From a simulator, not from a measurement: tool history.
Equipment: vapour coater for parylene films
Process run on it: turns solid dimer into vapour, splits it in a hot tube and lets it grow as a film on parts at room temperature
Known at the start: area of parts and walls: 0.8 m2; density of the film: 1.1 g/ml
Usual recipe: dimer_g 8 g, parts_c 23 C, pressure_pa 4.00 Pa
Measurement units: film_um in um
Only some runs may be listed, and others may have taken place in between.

Run 1, hour 0.0: usual settings. Result: film_um 7.15 um.
Run 2, hour 34.1: usual settings. Result: film_um 6.86 um.
Run 3, hour 69.8: usual settings but pressure_pa 4.63 Pa. Result: film_um 6.81 um.
Run 4, hour 112.9: usual settings but parts_c 27 C, pressure_pa 4.63 Pa. Result: film_um 5.91 um.
Run 5, hour 138.1: usual settings but parts_c 27 C, pressure_pa 4.63 Pa. Result: film_um 5.81 um.
Run 6, hour 192.4: usual settings. Result: film_um 6.83 um.
Run 7, hour 243.2: usual settings. Result: film_um 6.80 um.
Run 8, hour 276.4: usual settings. Result: film_um 6.73 um.
Run 9, hour 330.5: usual settings. Result: film_um 6.92 um.
Run 10, hour 382.9: usual settings. Result: film_um 6.69 um.
Run 11, hour 413.9: usual settings but pressure_pa 2.50 Pa. Result: film_um 6.88 um.
Run 12, hour 471.1: usual settings but dimer_g 11 g. Result: film_um 9.24 um.
Run 13, hour 514.8: usual settings but dimer_g 11 g. Result: film_um 9.24 um.
Run 14, hour 550.2: usual settings but dimer_g 11 g, parts_c 29 C, pressure_pa 8.79 Pa. Result: film_um 6.79 um.
Run 15, hour 605.6: usual settings but dimer_g 11 g, parts_c 29 C, pressure_pa 8.79 Pa. Result: film_um 6.78 um.
Run 16, hour 645.4: usual settings but dimer_g 11 g, parts_c 29 C, pressure_pa 8.79 Pa. Result: film_um 6.81 um.
Run 17, hour 701.6: usual settings but dimer_g 11 g, parts_c 29 C, pressure_pa 8.79 Pa. Result: film_um 6.66 um.
Run 18, hour 756.9: usual settings but dimer_g 5 g, parts_c 20 C. Result: film_um 4.64 um.
Run 19, hour 804.0: usual settings but dimer_g 5 g, parts_c 28 C, pressure_pa 3.61 Pa. Result: film_um 3.37 um.
Run 20, hour 850.4: usual settings but dimer_g 11 g. Result: film_um 8.84 um.
Run 21, hour 880.2: usual settings but parts_c 31 C, pressure_pa 11.68 Pa. Result: film_um 4.41 um.

Branching from run 21: 4 alternative next runs. What would each branch give?
Run A, hour 912.7: usual settings but dimer_g 5 g, parts_c 19 C, pressure_pa 10.17 Pa. Result: film_um ?.
Run B, hour 912.7: usual settings but dimer_g 3 g, parts_c 31 C, pressure_pa 11.68 Pa. Result: film_um ?.
Run C, hour 912.7: usual settings but dimer_g 5 g, parts_c 34 C, pressure_pa 8.66 Pa. Result: film_um ?.
Run D, hour 912.7: usual settings but dimer_g 11 g, pressure_pa 11.12 Pa. Result: film_um ?.

run  film_um
  A     4.41
  B     1.61
  C     2.49
  D     8.20
Had the tool no hidden state, the same runs would have come out as:
run  film_um
  A     4.82
  B     1.76
  C     2.71
  D     8.96

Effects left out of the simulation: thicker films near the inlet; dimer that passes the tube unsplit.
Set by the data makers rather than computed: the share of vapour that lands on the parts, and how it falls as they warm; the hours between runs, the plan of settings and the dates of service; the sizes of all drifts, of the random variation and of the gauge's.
